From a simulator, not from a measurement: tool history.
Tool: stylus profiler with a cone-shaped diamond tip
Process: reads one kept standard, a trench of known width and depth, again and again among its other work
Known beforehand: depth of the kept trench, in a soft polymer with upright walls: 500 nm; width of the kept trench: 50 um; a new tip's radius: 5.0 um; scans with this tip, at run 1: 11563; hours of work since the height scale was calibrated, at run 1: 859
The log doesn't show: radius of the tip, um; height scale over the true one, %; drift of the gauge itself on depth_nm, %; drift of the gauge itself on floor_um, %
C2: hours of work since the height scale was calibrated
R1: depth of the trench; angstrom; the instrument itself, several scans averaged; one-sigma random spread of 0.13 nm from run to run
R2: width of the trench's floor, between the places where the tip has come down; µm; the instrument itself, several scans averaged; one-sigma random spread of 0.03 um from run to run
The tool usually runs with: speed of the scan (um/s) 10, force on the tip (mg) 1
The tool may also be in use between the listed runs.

{"run": 1, "hour": 0.0, "speed of the scan (um/s)": 10, "force on the tip (mg)": 1, "scans with this tip": 11563, "C2": 859, "R1": 5017.8, "R2": 44.06}
{"run": 2, "hour": 80.0, "speed of the scan (um/s)": 10, "force on the tip (mg)": 1, "scans with this tip": 11869, "C2": 907, "R1": 5015.1, "R2": 44.04}
{"hour": 101.6, "done": "height scale calibrated on a step standard"}
{"run": 3, "hour": 164.0, "speed of the scan (um/s)": 10, "force on the tip (mg)": 1, "scans with this tip": 12188, "C2": 37, "R1": 5014.2, "R2": 44.05}
{"run": 4, "hour": 222.4, "speed of the scan (um/s)": 10, "force on the tip (mg)": 1, "scans with this tip": 12412, "C2": 73, "R1": 5012.3, "R2": 43.95}
{"run": 5, "hour": 294.9, "speed of the scan (um/s)": 10, "force on the tip (mg)": 1, "scans with this tip": 12689, "C2": 116, "R1": 5012.5, "R2": 43.97}
{"run": 6, "hour": 369.1, "speed of the scan (um/s)": 10, "force on the tip (mg)": 1, "scans with this tip": 12973, "C2": 161, "R1": 5011.5, "R2": 43.99}
{"hour": 433.9, "done": "height scale calibrated on a step standard, once more"}
{"run": 7, "hour": 434.9, "speed of the scan (um/s)": 10, "force on the tip (mg)": 1, "scans with this tip": 13223, "C2": 1, "R1": 5024.8, "R2": 43.88}
{"run": 8, "hour": 537.7, "speed of the scan (um/s)": 10, "force on the tip (mg)": 1, "scans with this tip": 13615, "C2": 62, "R1": 5022.7, "R2": 43.85}
{"run": 9, "hour": 579.7, "speed of the scan (um/s)": 14, "force on the tip (mg)": 1, "scans with this tip": 13776, "C2": 88, "R1": 5026.1, "R2": 43.86}
{"run": 10, "hour": 662.2, "speed of the scan (um/s)": 8, "force on the tip (mg)": 1, "scans with this tip": 14092, "C2": 137, "R1": 5019.1, "R2": 43.81}
{"run": 11, "hour": 715.5, "speed of the scan (um/s)": 2, "force on the tip (mg)": 0.38, "scans with this tip": 14296, "C2": 169, "R1": 5012.5, "R2": 43.8}
{"run": 12, "hour": 761.5, "speed of the scan (um/s)": 2, "force on the tip (mg)": 0.38, "scans with this tip": 14472, "C2": 197, "R1": 5011, "R2": 43.8}
{"run": 13, "hour": 815.9, "speed of the scan (um/s)": 2, "force on the tip (mg)": 0.38, "scans with this tip": 14680, "C2": 230, "R1": 5008.1, "R2": 43.72}
{"run": 14, "hour": 861.4, "speed of the scan (um/s)": 2, "force on the tip (mg)": 0.38, "scans with this tip": 14854, "C2": 257, "R1": 5008, "R2": 43.7}
{"run": 15, "hour": 904.5, "speed of the scan (um/s)": 5, "force on the tip (mg)": 0.99, "scans with this tip": 15019, "C2": 283, "R1": 5019.9, "R2": 43.66}
{"run": 16, "hour": 948.6, "speed of the scan (um/s)": 29, "force on the tip (mg)": 0.89, "scans with this tip": 15187, "C2": 309, "R1": 5017.8, "R2": 43.54}
{"run": 17, "hour": 1050.3, "speed of the scan (um/s)": 8, "force on the tip (mg)": 2.11, "scans with this tip": 15576, "C2": 371, "R1": 5033.5, "R2": 43.66}
{"run": 18, "hour": 1102.5, "speed of the scan (um/s)": 27, "force on the tip (mg)": 2.63, "scans with this tip": 15776, "C2": 402, "R1": 5043, "R2": 43.59}
{"run": 19, "hour": 1172.3, "speed of the scan (um/s)": 25, "force on the tip (mg)": 1.69, "scans with this tip": 16043, "C2": 444, "R1": 5028.8, "R2": 43.47}

Here are 3 independent what-if runs from the current tool condition. What would each one return?
{"run": "A", "hour": 1238.3, "speed of the scan (um/s)": 35, "force on the tip (mg)": 1, "scans with this tip": 16295, "C2": 483, "R1": "?", "R2": "?"}
{"run": "B", "hour": 1238.3, "speed of the scan (um/s)": 8, "force on the tip (mg)": 0.98, "scans with this tip": 16295, "C2": 483, "R1": "?", "R2": "?"}
{"run": "C", "hour": 1238.3, "speed of the scan (um/s)": 18, "force on the tip (mg)": 2.28, "scans with this tip": 16295, "C2": 483, "R1": "?", "R2": "?"}

run=A R1=5020 R2=43.43
run=B R1=5019.3 R2=43.56
run=C R1=5035.2 R2=43.5
What these runs would have given with no unlogged condition in the tool:
run=A R1=5024.7 R2=45.49
run=B R1=5024 R2=45.62
run=C R1=5039.9 R2=45.56

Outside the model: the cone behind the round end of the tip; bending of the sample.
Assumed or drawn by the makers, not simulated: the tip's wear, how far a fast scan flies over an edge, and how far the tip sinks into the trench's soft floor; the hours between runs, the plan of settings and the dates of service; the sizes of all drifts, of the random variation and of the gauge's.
